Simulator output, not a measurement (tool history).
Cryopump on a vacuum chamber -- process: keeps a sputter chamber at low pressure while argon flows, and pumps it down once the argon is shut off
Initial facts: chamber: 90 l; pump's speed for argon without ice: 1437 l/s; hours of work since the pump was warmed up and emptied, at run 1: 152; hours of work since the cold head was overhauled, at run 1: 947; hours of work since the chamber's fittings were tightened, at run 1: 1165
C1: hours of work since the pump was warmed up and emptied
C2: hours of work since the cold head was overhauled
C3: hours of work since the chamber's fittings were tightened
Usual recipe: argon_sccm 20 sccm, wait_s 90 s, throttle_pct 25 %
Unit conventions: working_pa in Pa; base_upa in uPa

run 1 hour=0 | argon_sccm=20 wait_s=90 throttle_pct=25 | C1=152 C2=947 C3=1165 | working_pa=0.096 base_upa=1.52
run 2 hour=52.1 | argon_sccm=20 wait_s=90 throttle_pct=25 | C1=183 C2=978 C3=1196 | working_pa=0.0956 base_upa=1.56
run 3 hour=117 | argon_sccm=20 wait_s=169 throttle_pct=25 | C1=221 C2=1016 C3=1234 | working_pa=0.0972 base_upa=1.19
run 4 hour=171.1 | argon_sccm=20 wait_s=169 throttle_pct=25 | C1=252 C2=1048 C3=1266 | working_pa=0.0963 base_upa=1.25
run 5 hour=282.2 | argon_sccm=20 wait_s=90 throttle_pct=34 | C1=318 C2=1113 C3=1331 | working_pa=0.0725 base_upa=1.65
run 6 hour=334.5 | argon_sccm=20 wait_s=90 throttle_pct=34 | C1=349 C2=1144 C3=1362 | working_pa=0.0731 base_upa=1.65
run 7 hour=421.1 | argon_sccm=20 wait_s=90 throttle_pct=34 | C1=399 C2=1195 C3=1413 | working_pa=0.0738 base_upa=1.68
run 8 hour=499 | argon_sccm=20 wait_s=90 throttle_pct=25 | C1=445 C2=1240 C3=1458 | working_pa=0.0991 base_upa=1.79
run 9 hour=570.2 | argon_sccm=20 wait_s=90 throttle_pct=25 | C1=487 C2=1282 C3=1500 | working_pa=0.0993 base_upa=1.78
run 10 hour=684.5 | argon_sccm=20 wait_s=90 throttle_pct=25 | C1=554 C2=1349 C3=1567 | working_pa=0.1012 base_upa=1.93
run 11 hour=804.7 | argon_sccm=20 wait_s=90 throttle_pct=25 | C1=625 C2=1420 C3=1638 | working_pa=0.1015 base_upa=1.89
run 12 hour=866.6 | argon_sccm=20 wait_s=90 throttle_pct=25 | C1=661 C2=1456 C3=1674 | working_pa=0.1006 base_upa=1.98
run 13 hour=922.7 | argon_sccm=20 wait_s=90 throttle_pct=25 | C1=694 C2=1489 C3=1707 | working_pa=0.1022 base_upa=1.99
-- hour=966.7 pump warmed up, emptied and cooled again
run 14 hour=1005.3 | argon_sccm=20 wait_s=90 throttle_pct=34 | C1=23 C2=1535 C3=1753 | working_pa=0.0697 base_upa=1.76
run 15 hour=1093.4 | argon_sccm=20 wait_s=90 throttle_pct=25 | C1=74 C2=1587 C3=1805 | working_pa=0.0959 base_upa=1.8
run 16 hour=1182.9 | argon_sccm=20 wait_s=90 throttle_pct=25 | C1=127 C2=1639 C3=1857 | working_pa=0.0964 base_upa=1.83
run 17 hour=1284.9 | argon_sccm=10 wait_s=60 throttle_pct=53 | C1=187 C2=1699 C3=1917 | working_pa=0.0235 base_upa=2.36
run 18 hour=1367 | argon_sccm=13 wait_s=93 throttle_pct=39 | C1=235 C2=1747 C3=1965 | working_pa=0.0409 base_upa=1.83
-- hour=1386.3 leaking fittings of the chamber tightened, without venting
run 19 hour=1467.6 | argon_sccm=18 wait_s=59 throttle_pct=34 | C1=293 C2=1805 C3=48 | working_pa=0.0651 base_upa=1.54
run 20 hour=1527.4 | argon_sccm=18 wait_s=239 throttle_pct=34 | C1=328 C2=1841 C3=83 | working_pa=0.0664 base_upa=0.58
run 21 hour=1646.7 | argon_sccm=20 wait_s=69 throttle_pct=32 | C1=398 C2=1911 C3=153 | working_pa=0.0779 base_upa=1.39
run 22 hour=1704 | argon_sccm=20 wait_s=69 throttle_pct=32 | C1=432 C2=1944 C3=187 | working_pa=0.079 base_upa=1.41
run 23 hour=1810.6 | argon_sccm=26 wait_s=106 throttle_pct=25 | C1=495 C2=2007 C3=249 | working_pa=0.13 base_upa=1.1
run 24 hour=1896.4 | argon_sccm=26 wait_s=106 throttle_pct=25 | C1=545 C2=2057 C3=300 | working_pa=0.1302 base_upa=1.13
run 25 hour=1975.8 | argon_sccm=15 wait_s=90 throttle_pct=19 | C1=592 C2=2104 C3=346 | working_pa=0.0976 base_upa=1.27
run 26 hour=2042.4 | argon_sccm=15 wait_s=157 throttle_pct=19 | C1=631 C2=2143 C3=386 | working_pa=0.0982 base_upa=0.99
run 27 hour=2135.3 | argon_sccm=34 wait_s=21 throttle_pct=32 | C1=685 C2=2198 C3=440 | working_pa=0.1392 base_upa=4.13
-- hour=2194.4 pump warmed up, emptied and cooled again
run 28 hour=2220.3 | argon_sccm=22 wait_s=34 throttle_pct=16 | C1=15 C2=2245 C3=487 | working_pa=0.1626 base_upa=2.54
run 29 hour=2337.1 | argon_sccm=22 wait_s=34 throttle_pct=16 | C1=84 C2=2313 C3=556 | working_pa=0.1636 base_upa=2.65
run 30 hour=2450.7 | argon_sccm=24 wait_s=90 throttle_pct=46 | C1=151 C2=2380 C3=623 | working_pa=0.0639 base_upa=1.32
run 31 hour=2543.3 | argon_sccm=24 wait_s=90 throttle_pct=46 | C1=205 C2=2435 C3=677 | working_pa=0.0651 base_upa=1.42

How the hidden state differs across the entries between the runs, from the last listed run before each to the first after it:
From run 13 to run 14: pump warmed up, emptied and cooled again (hour 966.7)
  pump's speed, % of a pump's without ice: 77 -> 99.2; cold plate's temperature, K: 13.2 -> 13.23; leak into the chamber, uPa l/s: 1279 -> 1305
  measured value less the no-hidden-state value, working_pa: +0.0078 -> +0.0008 Pa; base_upa: +0.98 -> +0.74 uPa
From run 18 to run 19: leaking fittings of the chamber tightened, without venting (hour 1386.3)
  pump's speed, % of a pump's without ice: 92.2 -> 90.3; cold plate's temperature, K: 13.39 -> 13.44; leak into the chamber, uPa l/s: 1430 -> 347
  measured value less the no-hidden-state value, working_pa: +0.0018 -> +0.0029 Pa; base_upa: +0.88 -> +0.07 uPa
From run 27 to run 28: pump warmed up, emptied and cooled again (hour 2194.4)
  pump's speed, % of a pump's without ice: 77.1 -> 98.8; cold plate's temperature, K: 13.74 -> 13.78; leak into the chamber, uPa l/s: 573 -> 599
  measured value less the no-hidden-state value, working_pa: +0.0138 -> +0.0013 Pa; base_upa: +0.33 -> +0.22 uPa
